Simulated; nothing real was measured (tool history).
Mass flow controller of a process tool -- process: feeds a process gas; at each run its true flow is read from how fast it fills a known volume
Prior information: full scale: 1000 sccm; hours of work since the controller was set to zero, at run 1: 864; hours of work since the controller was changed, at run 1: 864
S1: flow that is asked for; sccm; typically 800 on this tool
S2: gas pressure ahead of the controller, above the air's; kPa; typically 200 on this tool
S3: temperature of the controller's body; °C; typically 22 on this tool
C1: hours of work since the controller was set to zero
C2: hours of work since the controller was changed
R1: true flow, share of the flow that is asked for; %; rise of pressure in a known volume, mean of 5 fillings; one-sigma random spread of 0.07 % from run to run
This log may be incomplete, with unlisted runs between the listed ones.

run,day,S1,S2,S3,C1,C2,R1
1,0.000,800,200,22,864,864,99.42
2,14.062,800,200,27,1105,1105,99.73
3,23.325,800,200,30,1264,1264,99.68
4,30.946,800,200,30,1395,1395,99.59
5,43.458,800,200,30,1609,1609,99.73
6,53.333,800,200,26,1778,1778,99.55
7,66.475,800,200,23,2004,2004,99.33
8,73.038,800,200,23,2116,2116,99.17
9,87.342,800,155,21,2362,2362,99.38
10,97.804,135,206,32,2541,2541,95.05
11,105.717,135,206,32,2677,2677,94.86
12,114.362,279,145,23,2825,2825,96.72
13,128.150,800,156,39,3061,3061,100.40
14,136.567,800,203,22,3205,3205,99.22
15,146.871,800,183,22,3382,3382,99.39
16,155.083,755,200,31,3523,3523,99.47

Alternative continuations, all from the tool just after run 16; predict every row:
A,163.167,161,186,22,3662,3662,?
B,163.167,736,201,24,3662,3662,?
C,163.167,115,143,38,3662,3662,?
D,163.167,755,184,21,3662,3662,?
E,163.167,800,242,32,3662,3662,?

run,R1
A,94.17
B,99.19
C,93.28
D,99.03
E,99.70
Stripped of hidden state, with their random variation kept, the same runs would have yielded:
run,R1
A,97.65
B,99.36
C,98.44
D,99.18
E,99.80

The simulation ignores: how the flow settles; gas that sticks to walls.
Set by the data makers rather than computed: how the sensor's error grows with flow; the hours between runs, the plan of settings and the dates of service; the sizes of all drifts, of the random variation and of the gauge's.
